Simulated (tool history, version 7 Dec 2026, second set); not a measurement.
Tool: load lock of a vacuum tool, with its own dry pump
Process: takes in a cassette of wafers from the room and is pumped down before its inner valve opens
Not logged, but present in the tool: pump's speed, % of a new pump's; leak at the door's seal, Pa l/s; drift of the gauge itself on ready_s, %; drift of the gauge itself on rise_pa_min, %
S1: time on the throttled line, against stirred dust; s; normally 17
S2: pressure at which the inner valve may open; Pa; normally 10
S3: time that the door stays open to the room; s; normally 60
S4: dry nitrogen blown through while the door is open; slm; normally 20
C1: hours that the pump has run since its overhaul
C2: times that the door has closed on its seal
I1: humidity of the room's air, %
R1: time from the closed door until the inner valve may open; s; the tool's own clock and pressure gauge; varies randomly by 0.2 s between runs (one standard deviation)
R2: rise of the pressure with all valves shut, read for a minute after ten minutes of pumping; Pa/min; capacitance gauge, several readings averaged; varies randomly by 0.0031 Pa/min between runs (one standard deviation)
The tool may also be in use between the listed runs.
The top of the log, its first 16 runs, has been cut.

run     hour  S1  S2   S3  S4    C1     C2    I1    R1     R2
 17   4649.4   8   9   60  20  3815  18252  45.1    21   0.14
 18   4882.2  17  10   60  20  4047  19000  43.2  28.4  0.144
 19   5080.3  17  11   60  20  4246  19637  43.1  28.6  0.152
 20     5439  32  10   60   5  4604  20790  41.4  41.3   0.18
 21   5821.1  28  10   79   5  4986  22019  46.7  37.8  0.214
 22   6041.8  11  10  105  20  5207  22729    48  23.6  0.189
 23   6320.7  11  11  151  20  5486  23625  47.3    24  0.211
 24   6551.3  11  11  151  20  5717  24367  43.6  23.6  0.214
 25   6754.5  24   7  151  20  5920  25020  40.6    35  0.201
 26   6951.4  19  10   60   6  6117  25653  46.9  30.8  0.223
 27   7193.8  19  10   60   6  6359  26432  45.6  30.7  0.226
 28   7439.3  19  10   60   6  6605  27222  43.2  30.7  0.226
 29   7626.2  19  14   60  12  6792  27823  42.7  29.9  0.219
 30   7883.5  11  11   60  20  7049  28650  46.8  24.4  0.212
 31     8175  11  15   60   7  7340  29587  46.3  23.3  0.252
 32   8548.7  11  17   38   7  7714  30788  42.8  23.1  0.239
 33   8938.1  11  17   38   7  8103  32040  41.8  23.5  0.233
 34   9252.5  11  12   38   7  8418  33051  47.5  23.7  0.262
 35   9428.8  31  13   60  18  8594  33618    47  39.7  0.259
 36   9812.8  31  13   60  18  8978  34853  46.6  40.3  0.269
 37  10213.9  31  13   60  18  9379  36142  45.9  40.3  0.275
 38    10555  26   9   60  20  9720  37239  43.2  36.7  0.278

3 options for the next run, each taken on its own from the tool as it stands now. Forecast them:
  A  10789.3  26   9  159   4  9955  37992  43.6   ?   ?
  B  10789.3  17  10   26  20  9955  37992  40.2   ?   ?
  C  10789.3  17  10   58  20  9955  37992    41   ?   ?

run    R1     R2
  A    37  0.392
  B  29.5   0.27
  C  29.5  0.287
What these runs would have given with no unlogged condition in the tool:
run    R1     R2
  A  35.7  0.154
  B    28  0.038
  C    28  0.052

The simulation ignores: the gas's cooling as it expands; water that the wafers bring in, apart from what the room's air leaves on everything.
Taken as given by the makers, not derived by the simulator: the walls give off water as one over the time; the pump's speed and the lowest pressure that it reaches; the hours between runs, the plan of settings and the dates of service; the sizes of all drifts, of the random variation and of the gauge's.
